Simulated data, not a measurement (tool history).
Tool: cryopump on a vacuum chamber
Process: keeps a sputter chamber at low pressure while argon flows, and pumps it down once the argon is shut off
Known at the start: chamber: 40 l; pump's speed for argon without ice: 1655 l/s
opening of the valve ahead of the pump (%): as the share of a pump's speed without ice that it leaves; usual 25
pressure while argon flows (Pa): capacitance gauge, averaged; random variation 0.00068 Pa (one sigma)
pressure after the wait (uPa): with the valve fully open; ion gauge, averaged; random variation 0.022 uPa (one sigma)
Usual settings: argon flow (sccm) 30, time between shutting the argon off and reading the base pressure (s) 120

run	hour	argon flow (sccm)	time between shutting the argon off and reading the base pressure (s)	opening of the valve ahead of the pump (%)	pressure while argon flows (Pa)	pressure after the wait (uPa)
1	0	30	120	25	0.1257	1.01
2	75.8	30	120	25	0.1273	1.1
3	129.4	30	120	25	0.1288	1.12
# hour 150.9: pump warmed up, emptied and cooled again
4	211.2	30	120	25	0.1231	1.11
5	317.1	30	120	25	0.1239	1.16
6	377.6	30	120	25	0.1259	1.2
7	437.1	30	120	53	0.0614	1.33
8	503.4	16	120	53	0.0337	1.4
# hour 564.5: pump warmed up, emptied and cooled again
9	581.1	16	120	53	0.0316	1.27
10	626.7	16	120	53	0.0313	1.35
11	706.7	30	120	25	0.1245	1.35
12	758.9	30	120	25	0.1264	1.47
13	848.7	30	120	25	0.1267	1.62
14	934.9	30	120	25	0.1283	1.61
# hour 970.3: pump warmed up, emptied and cooled again
15	1016	30	120	25	0.1232	1.62
16	1089.5	30	120	25	0.1255	1.6
17	1137.8	30	120	25	0.1249	1.7
18	1211.2	30	120	25	0.1265	1.76
19	1311.4	30	120	25	0.1272	1.91
# hour 1377: pump warmed up, emptied and cooled again
20	1384.2	30	120	25	0.1249	1.74
21	1448.2	17	53	25	0.07	2.25
22	1507.8	17	53	25	0.0703	2.34
23	1613.1	23	133	22	0.1102	1.97
24	1686.3	23	133	22	0.111	2.11
25	1766	30	120	17	0.187	2.2
# hour 1785.6: pump warmed up, emptied and cooled again
26	1866.7	30	63	20	0.1573	2.44
27	1927.1	30	63	20	0.1565	2.48
28	1975.1	30	63	20	0.1575	2.52
29	2042.6	54	161	30	0.1901	2.2
30	2133.3	54	161	30	0.195	2.49
# hour 2195.1: pump warmed up, emptied and cooled again
31	2218.9	19	161	16	0.1224	2.17
32	2324.8	23	281	25	0.097	2.23
33	2397	13	120	16	0.0839	2.44

3 ways to go on from here, each from the tool as it stands after run 33. What would each give?
A	2497.1	22	120	52	?	?
B	2497.1	13	131	16	?	?
C	2497.1	30	67	25	?	?

run	pressure while argon flows (Pa)	pressure after the wait (uPa)
A	0.0465	2.63
B	0.0854	2.64
C	0.1275	2.92
Without the tool's hidden state the same runs would have given:
run	pressure while argon flows (Pa)	pressure after the wait (uPa)
A	0.0428	0.52
B	0.0833	0.49
C	0.1225	0.82

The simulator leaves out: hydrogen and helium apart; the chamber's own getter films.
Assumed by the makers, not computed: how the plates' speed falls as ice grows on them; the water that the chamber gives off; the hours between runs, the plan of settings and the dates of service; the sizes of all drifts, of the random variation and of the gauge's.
